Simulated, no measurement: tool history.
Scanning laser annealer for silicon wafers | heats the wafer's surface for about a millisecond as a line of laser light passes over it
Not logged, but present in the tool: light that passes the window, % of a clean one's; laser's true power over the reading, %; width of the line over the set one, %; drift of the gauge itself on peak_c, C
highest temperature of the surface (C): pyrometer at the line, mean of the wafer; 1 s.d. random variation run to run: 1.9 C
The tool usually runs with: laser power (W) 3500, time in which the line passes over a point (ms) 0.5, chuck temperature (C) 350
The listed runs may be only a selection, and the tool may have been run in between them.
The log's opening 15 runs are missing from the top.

run    hour  laser power (W)  time in which the line passes over a point (ms)  chuck temperature (C)  hours of work since the window was cleaned  hours of work since the power meter was calibrated  hours of work since the optics were aligned  highest temperature of the surface (C)
 16   787.9             3500                                            0.492                    350                                         606                                                1887                                          606                                    1120
 17     866             3500                                            0.492                    350                                         660                                                1940                                          660                                    1115
      936.1  -- window over the wafer cleaned
 18   937.5             3141                                            0.492                    350                                           1                                                1988                                          707                                    1055
      959.3  -- optics aligned, line set to its width
 19  1011.1             3141                                            0.492                    350                                          48                                                2035                                           35                                    1074
 20    1081             3141                                            0.492                    336                                          96                                                2082                                           83                                    1053
 21  1124.4             3141                                            0.492                    336                                         125                                                2112                                          113                                    1053
 22  1168.9             3137                                            0.414                    335                                         156                                                2143                                          143                                     984
 23  1244.8             3137                                            0.574                    359                                         208                                                2194                                          195                                    1127
 24  1281.2             3137                                            0.574                    359                                         233                                                2219                                          220                                    1125
     1287.6  -- laser's power meter calibrated
 25  1327.7             3137                                            0.574                    359                                         262                                                  27                                          250                                    1119
 26  1392.5             3419                                            0.364                    377                                         307                                                  72                                          294                                    1030
     1432.6  -- laser's power meter calibrated, once more
 27  1453.7             3773                                            0.522                    390                                         346                                                  14                                          334                                    1291
 28  1532.6             3773                                            0.522                    390                                         400                                                  68                                          388                                    1287
 29  1567.1             3773                                            0.522                    390                                         424                                                  92                                          412                                    1281
 30  1617.7             3773                                            0.522                    390                                         459                                                 127                                          446                                    1278
 31  1685.1             3803                                              0.5                    372                                         505                                                 173                                          492                                    1243
 32  1742.8             3803                                             0.42                    372                                         544                                                 212                                          532                                    1163
 33  1817.9             3254                                            0.491                    323                                         596                                                 264                                          583                                    1034
 34  1881.9             3393                                            0.381                    323                                         639                                                 307                                          627                                     972
 35  1946.1             3393                                            0.616                    319                                         683                                                 351                                          671                                    1153
     1982.3  -- window over the wafer cleaned
     2025.9  -- optics aligned, line set to its width
 36    2029             3765                                            0.354                    355                                          29                                                 403                                            2                                    1114
 37  2099.7             3753                                            0.354                    318                                          77                                                 451                                           50                                    1068
 38  2166.2             3587                                            0.385                    326                                         122                                                 497                                           96                                    1066
 39  2205.5             3587                                            0.385                    326                                         149                                                 524                                          123                                    1064
 40  2259.6             3011                                            0.501                    311                                         186                                                 561                                          160                                    1001

Branching from run 40: 3 alternative next runs. What would each branch give?
  A  2322.3             3494                                             0.36                    381                                         229                                                 604                                          203                                       ?
  B  2322.3             3002                                              0.5                    344                                         229                                                 604                                          203                                       ?
  C  2322.3             3842                                            0.619                    313                                         229                                                 604                                          203                                       ?

run  highest temperature of the surface (C)
  A                                    1063
  B                                    1027
  C                                    1333
Take away the tool's hidden state, keep each run's random variation, and the runs would have read:
run  highest temperature of the surface (C)
  A                                    1085
  B                                    1050
  C                                    1366
